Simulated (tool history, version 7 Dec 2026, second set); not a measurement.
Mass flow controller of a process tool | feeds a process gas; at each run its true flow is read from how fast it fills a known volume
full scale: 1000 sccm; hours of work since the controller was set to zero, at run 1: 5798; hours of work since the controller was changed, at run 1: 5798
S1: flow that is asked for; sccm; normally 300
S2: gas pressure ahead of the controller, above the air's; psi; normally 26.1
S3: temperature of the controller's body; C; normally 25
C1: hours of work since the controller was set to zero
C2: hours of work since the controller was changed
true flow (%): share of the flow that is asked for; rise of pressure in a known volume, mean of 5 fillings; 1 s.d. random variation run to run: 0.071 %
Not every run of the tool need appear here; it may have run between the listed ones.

Run 1, hour 0: usual settings; C1 5798; C2 5798. Result: true flow (%) 100.89.
Run 2, hour 324.6: usual settings; C1 6053; C2 6053. Result: true flow (%) 100.84.
Run 3, hour 699.4: usual settings but S3 26 C; C1 6348; C2 6348. Result: true flow (%) 101.12.
Run 4, hour 858.7: usual settings but S3 26 C; C1 6473; C2 6473. Result: true flow (%) 101.
Run 5, hour 1188.4: usual settings but S3 26 C; C1 6733; C2 6733. Result: true flow (%) 101.06.
Run 6, hour 1465.4: usual settings; C1 6951; C2 6951. Result: true flow (%) 101.04.
Run 7, hour 1749.4: usual settings; C1 7174; C2 7174. Result: true flow (%) 101.04.
Run 8, hour 2107.2: usual settings; C1 7455; C2 7455. Result: true flow (%) 101.4.
At hour 2199.3: controller's zero set anew.
Run 9, hour 2266.4: usual settings; C1 53; C2 7580. Result: true flow (%) 100.45.
Run 10, hour 2492.6: usual settings; C1 231; C2 7758. Result: true flow (%) 100.35.
Run 11, hour 2805.5: usual settings but S2 24.2 psi; C1 477; C2 8004. Result: true flow (%) 100.4.
Run 12, hour 2956.6: usual settings but S3 22 C; C1 596; C2 8123. Result: true flow (%) 100.26.
Run 13, hour 3248.6: usual settings; C1 825; C2 8353. Result: true flow (%) 100.61.
Run 14, hour 3439.2: usual settings; C1 975; C2 8503. Result: true flow (%) 100.63.
Run 15, hour 3699.4: usual settings; C1 1180; C2 8707. Result: true flow (%) 100.75.
Run 16, hour 3978: usual settings; C1 1399; C2 8927. Result: true flow (%) 100.69.
Run 17, hour 4321.5: usual settings; C1 1669; C2 9197. Result: true flow (%) 100.74.
Run 18, hour 4508.2: usual settings but S2 26.8 psi; C1 1816; C2 9344. Result: true flow (%) 100.74.
Run 19, hour 4663.4: usual settings but S2 26.8 psi; C1 1938; C2 9466. Result: true flow (%) 100.9.
Run 20, hour 4976.3: usual settings but S2 26.8 psi; C1 2184; C2 9712. Result: true flow (%) 100.94.
Run 21, hour 5319.7: usual settings but S2 26.8 psi; C1 2454; C2 9982. Result: true flow (%) 100.96.
Run 22, hour 5685: usual settings but S2 23.8 psi; C1 2742; C2 10269. Result: true flow (%) 100.94.
Run 23, hour 6023.6: usual settings; C1 3008; C2 10536. Result: true flow (%) 101.03.
Run 24, hour 6241.5: usual settings; C1 3180; C2 10707. Result: true flow (%) 101.15.
Run 25, hour 6432.8: usual settings but S1 161 sccm, S2 22 psi, S3 20 C; C1 3330; C2 10857. Result: true flow (%) 101.03.
Run 26, hour 6628.2: usual settings but S1 161 sccm, S2 22 psi, S3 20 C; C1 3484; C2 11011. Result: true flow (%) 101.06.
Run 27, hour 6937.1: usual settings but S1 524 sccm, S2 35.1 psi, S3 23 C; C1 3727; C2 11254. Result: true flow (%) 101.15.
Run 28, hour 7275.1: usual settings but S1 524 sccm, S2 35.1 psi, S3 23 C; C1 3993; C2 11520. Result: true flow (%) 101.07.
Run 29, hour 7427.7: usual settings but S1 143 sccm, S2 36.1 psi; C1 4113; C2 11640. Result: true flow (%) 102.34.
Run 30, hour 7738: usual settings but S1 144 sccm, S2 23.6 psi; C1 4357; C2 11884. Result: true flow (%) 102.14.
Run 31, hour 8089.3: usual settings but S1 109 sccm, S2 23.8 psi; C1 4633; C2 12160. Result: true flow (%) 102.71.
Run 32, hour 8304.8: usual settings but S1 109 sccm, S2 23.8 psi; C1 4803; C2 12330. Result: true flow (%) 102.89.
Run 33, hour 8667.8: usual settings but S1 331 sccm, S2 28.4 psi, S3 27 C; C1 5088; C2 12615. Result: true flow (%) 101.65.
Run 34, hour 8983.7: usual settings but S1 986 sccm, S2 25.4 psi, S3 24 C; C1 5337; C2 12864. Result: true flow (%) 101.01.
Run 35, hour 9353.2: usual settings but S1 986 sccm, S2 31.9 psi, S3 24 C; C1 5627; C2 13155. Result: true flow (%) 101.27.
Run 36, hour 9655.2: usual settings but S1 302 sccm, S2 27.8 psi; C1 5865; C2 13392. Result: true flow (%) 101.7.
Run 37, hour 9832.6: usual settings but S3 36 C; C1 6004; C2 13532. Result: true flow (%) 102.97.
Run 38, hour 10185.9: usual settings but S3 36 C; C1 6282; C2 13810. Result: true flow (%) 103.03.
Run 39, hour 10399.7: usual settings but S1 168 sccm, S3 24 C; C1 6450; C2 13978. Result: true flow (%) 102.46.
Run 40, hour 10626.6: usual settings but S1 109 sccm, S2 28.4 psi, S3 24 C; C1 6629; C2 14156. Result: true flow (%) 103.81.
At hour 10780.4: controller exchanged for a calibrated one.
Run 41, hour 10802.4: usual settings but S1 109 sccm, S2 28.4 psi, S3 24 C; C1 17; C2 17. Result: true flow (%) 99.51.
Run 42, hour 11170.8: usual settings but S1 773 sccm; C1 307; C2 307. Result: true flow (%) 99.84.
Run 43, hour 11442.3: usual settings but S2 29.3 psi, S3 27 C; C1 521; C2 521. Result: true flow (%) 100.1.
Run 44, hour 11742.7: usual settings but S2 33.5 psi, S3 27 C; C1 757; C2 757. Result: true flow (%) 100.22.
Run 45, hour 11895.7: usual settings but S1 374 sccm, S2 27.7 psi, S3 20 C; C1 877; C2 877. Result: true flow (%) 99.43.
Run 46, hour 12082.4: usual settings but S1 526 sccm, S2 27.7 psi, S3 22 C; C1 1024; C2 1024. Result: true flow (%) 99.74.

What differs in the tool's unlogged condition from the final listed run ahead of each entry between runs to the first listed run following it?
Logged between run 8 and run 9: controller's zero set anew (hour 2199.3)
  flow at rest that the sensor doesn't see, % of full scale: 0.324 -> 0.073; true flow over the shown one, %: 0.46 -> 0.47
  measured result minus the result with no hidden state, true flow (%): +1.54 -> +0.71
Logged between run 40 and run 41: controller exchanged for a calibrated one (hour 10780.4)
  flow at rest that the sensor doesn't see, % of full scale: 0.343 -> 0.001; true flow over the shown one, %: 0.98 -> 0
  measured result minus the result with no hidden state, true flow (%): +4.13 -> +0.02
